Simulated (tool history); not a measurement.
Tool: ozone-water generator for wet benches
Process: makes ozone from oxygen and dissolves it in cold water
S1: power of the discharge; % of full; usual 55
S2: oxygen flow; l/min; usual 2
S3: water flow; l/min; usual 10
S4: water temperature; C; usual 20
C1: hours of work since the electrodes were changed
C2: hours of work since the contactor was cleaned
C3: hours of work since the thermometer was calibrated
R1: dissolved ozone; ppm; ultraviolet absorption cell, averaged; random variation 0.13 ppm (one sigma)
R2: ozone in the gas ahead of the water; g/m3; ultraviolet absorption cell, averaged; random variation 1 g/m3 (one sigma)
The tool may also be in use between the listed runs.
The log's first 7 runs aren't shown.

Run 8, day 17.867: usual settings but S3 7 l/min; C1 2361; C2 521; C3 2989. Result: R1 19.9 ppm, R2 185.9 g/m3.
Run 9, day 20.775: usual settings but S3 7 l/min; C1 2407; C2 568; C3 3036. Result: R1 19.9 ppm, R2 188 g/m3.
Run 10, day 24.412: usual settings but S3 7 l/min; C1 2465; C2 625; C3 3093. Result: R1 19.8 ppm, R2 186.1 g/m3.
Run 11, day 27.392: usual settings but S2 1.2 l/min; C1 2512; C2 672; C3 3141. Result: R1 13.7 ppm, R2 236.5 g/m3.
Run 12, day 30.112: usual settings; C1 2555; C2 716; C3 3184. Result: R1 14.9 ppm, R2 187.5 g/m3.
Run 13, day 31.779: usual settings; C1 2582; C2 742; C3 3210. Result: R1 15.1 ppm, R2 187.1 g/m3.
Run 14, day 34.829: usual settings but S2 1.82 l/min; C1 2630; C2 790; C3 3258. Result: R1 15 ppm, R2 193.9 g/m3.
Run 15, day 36.617: usual settings but S2 1.82 l/min; C1 2658; C2 819; C3 3287. Result: R1 14.9 ppm, R2 196.9 g/m3.
Run 16, day 39.525: usual settings but S2 1.82 l/min; C1 2704; C2 865; C3 3333. Result: R1 14.9 ppm, R2 196.8 g/m3.
Run 17, day 42.9: usual settings but S2 1.82 l/min, S3 14 l/min, S4 24 C; C1 2758; C2 918; C3 3386. Result: R1 10.8 ppm, R2 198 g/m3.
Run 18, day 44.825: usual settings but S2 1.74 l/min, S3 13 l/min, S4 24 C; C1 2788; C2 949; C3 3417. Result: R1 11 ppm, R2 198.5 g/m3.
Run 19, day 47.912: usual settings but S1 48 % of full, S2 1.16 l/min, S3 13 l/min, S4 17 C; C1 2837; C2 998; C3 3466. Result: R1 9.4 ppm, R2 215.1 g/m3.
Run 20, day 50.429: usual settings but S3 16 l/min; C1 2877; C2 1038; C3 3506. Result: R1 10.2 ppm, R2 188.5 g/m3.
At day 54.05: gauge calibrated.
Run 21, day 54.05: usual settings but S1 43 % of full, S2 1.47 l/min, S3 7 l/min, S4 17 C; C1 2935; C2 1095; C3 3563. Result: R1 16 ppm, R2 170.9 g/m3.
Run 22, day 56.579: usual settings but S1 43 % of full, S2 2.91 l/min, S3 7 l/min, S4 17 C; C1 2975; C2 1135; C3 3603. Result: R1 16.6 ppm, R2 124.1 g/m3.
Run 23, day 59.271: usual settings but S1 43 % of full, S2 2.91 l/min, S3 14 l/min, S4 18 C; C1 3017; C2 1178; C3 3646. Result: R1 10 ppm, R2 124.5 g/m3.
Run 24, day 62.312: usual settings but S1 47 % of full, S2 2.68 l/min, S4 13 C; C1 3066; C2 1226; C3 3694. Result: R1 14.9 ppm, R2 141.3 g/m3.
Run 25, day 64.225: usual settings but S1 47 % of full, S2 2.68 l/min, S4 13 C; C1 3096; C2 1257; C3 3725. Result: R1 15 ppm, R2 139.5 g/m3.
Run 26, day 66.842: usual settings but S1 47 % of full, S2 2.68 l/min, S4 13 C; C1 3138; C2 1298; C3 3766. Result: R1 15.1 ppm, R2 140.6 g/m3.
Run 27, day 69.179: usual settings but S1 47 % of full, S2 2.68 l/min, S4 13 C; C1 3175; C2 1335; C3 3803. Result: R1 15.1 ppm, R2 142 g/m3.
Run 28, day 72.475: usual settings but S1 78 % of full, S2 2.26 l/min, S4 13 C; C1 3227; C2 1387; C3 3855. Result: R1 23 ppm, R2 235.8 g/m3.

Run 29 comes next. What will it give?
Run 29, day 75.075: usual settings but S1 71 % of full, S2 1.19 l/min, S3 13 l/min, S4 24 C; C1 3268; C2 1429; C3 3897. Result: R1 ?, R2 ?.

R1: 13 ppm
R2: 294.8 g/m3
Without the tool's hidden state the same run would have given R1 13 ppm, R2 291.5 g/m3.
